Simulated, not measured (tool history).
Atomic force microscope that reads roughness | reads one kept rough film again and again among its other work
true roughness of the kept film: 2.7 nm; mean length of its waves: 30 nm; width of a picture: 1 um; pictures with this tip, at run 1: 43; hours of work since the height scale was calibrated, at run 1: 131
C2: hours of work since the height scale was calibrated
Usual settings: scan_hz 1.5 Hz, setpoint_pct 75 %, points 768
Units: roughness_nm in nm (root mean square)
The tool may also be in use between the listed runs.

run 1 hour=0 | scan_hz=1.5 setpoint_pct=75 points=768 | pictures_with_this_tip=43 C2=131 | roughness_nm=2.326
run 2 hour=58.3 | scan_hz=1.5 setpoint_pct=75 points=768 | pictures_with_this_tip=131 C2=174 | roughness_nm=2.327
run 3 hour=122.8 | scan_hz=1.5 setpoint_pct=75 points=768 | pictures_with_this_tip=229 C2=221 | roughness_nm=2.304
-- hour=136.1 new tip fitted
run 4 hour=183.6 | scan_hz=1.5 setpoint_pct=79 points=768 | pictures_with_this_tip=72 C2=266 | roughness_nm=2.307
run 5 hour=250.9 | scan_hz=2.36 setpoint_pct=75 points=768 | pictures_with_this_tip=174 C2=316 | roughness_nm=2.23
-- hour=299.8 new tip fitted
run 6 hour=307.4 | scan_hz=2.36 setpoint_pct=75 points=768 | pictures_with_this_tip=11 C2=357 | roughness_nm=2.249
run 7 hour=350.4 | scan_hz=2.36 setpoint_pct=75 points=768 | pictures_with_this_tip=76 C2=389 | roughness_nm=2.224
run 8 hour=425.1 | scan_hz=2.36 setpoint_pct=75 points=768 | pictures_with_this_tip=190 C2=444 | roughness_nm=2.234
-- hour=464.8 new tip fitted
run 9 hour=487.7 | scan_hz=1.5 setpoint_pct=75 points=373 | pictures_with_this_tip=35 C2=490 | roughness_nm=2.314
run 10 hour=530.2 | scan_hz=1.5 setpoint_pct=75 points=373 | pictures_with_this_tip=99 C2=521 | roughness_nm=2.312
run 11 hour=600.3 | scan_hz=1.5 setpoint_pct=75 points=373 | pictures_with_this_tip=205 C2=573 | roughness_nm=2.313
-- hour=628.7 new tip fitted
run 12 hour=634.3 | scan_hz=0.58 setpoint_pct=64 points=505 | pictures_with_this_tip=8 C2=598 | roughness_nm=2.449
run 13 hour=686.9 | scan_hz=0.58 setpoint_pct=64 points=505 | pictures_with_this_tip=88 C2=636 | roughness_nm=2.442
run 14 hour=724.3 | scan_hz=0.58 setpoint_pct=64 points=505 | pictures_with_this_tip=145 C2=664 | roughness_nm=2.426
-- hour=794.1 new tip fitted
run 15 hour=798.2 | scan_hz=3.7 setpoint_pct=64 points=505 | pictures_with_this_tip=6 C2=718 | roughness_nm=2.271
run 16 hour=866.7 | scan_hz=1.5 setpoint_pct=82 points=845 | pictures_with_this_tip=110 C2=769 | roughness_nm=2.271
run 17 hour=942 | scan_hz=1.5 setpoint_pct=82 points=845 | pictures_with_this_tip=224 C2=824 | roughness_nm=2.25
-- hour=959.7 new tip fitted
run 18 hour=1017.1 | scan_hz=1.5 setpoint_pct=82 points=845 | pictures_with_this_tip=87 C2=879 | roughness_nm=2.26
run 19 hour=1064.2 | scan_hz=1.5 setpoint_pct=82 points=845 | pictures_with_this_tip=158 C2=914 | roughness_nm=2.238
run 20 hour=1102.9 | scan_hz=1.5 setpoint_pct=82 points=845 | pictures_with_this_tip=217 C2=943 | roughness_nm=2.251
-- hour=1124.9 new tip fitted
run 21 hour=1154.2 | scan_hz=2.18 setpoint_pct=70 points=768 | pictures_with_this_tip=44 C2=980 | roughness_nm=2.314

Forecast each of these 5 alternatives for the next run:
run A hour=1233.3 | scan_hz=1.58 setpoint_pct=57 points=657 | pictures_with_this_tip=164 C2=1039 | roughness_nm=?
run B hour=1233.3 | scan_hz=0.84 setpoint_pct=58 points=360 | pictures_with_this_tip=164 C2=1039 | roughness_nm=?
run C hour=1233.3 | scan_hz=1.5 setpoint_pct=67 points=768 | pictures_with_this_tip=164 C2=1039 | roughness_nm=?
run D hour=1233.3 | scan_hz=2.18 setpoint_pct=89 points=567 | pictures_with_this_tip=164 C2=1039 | roughness_nm=?
run E hour=1233.3 | scan_hz=2.62 setpoint_pct=63 points=768 | pictures_with_this_tip=164 C2=1039 | roughness_nm=?

run=A roughness_nm=2.438
run=B roughness_nm=2.446
run=C roughness_nm=2.394
run=D roughness_nm=2.046
run=E roughness_nm=2.345
Without the tool's hidden state the same runs would have given:
run=A roughness_nm=2.444
run=B roughness_nm=2.451
run=C roughness_nm=2.4
run=D roughness_nm=2.051
run=E roughness_nm=2.35
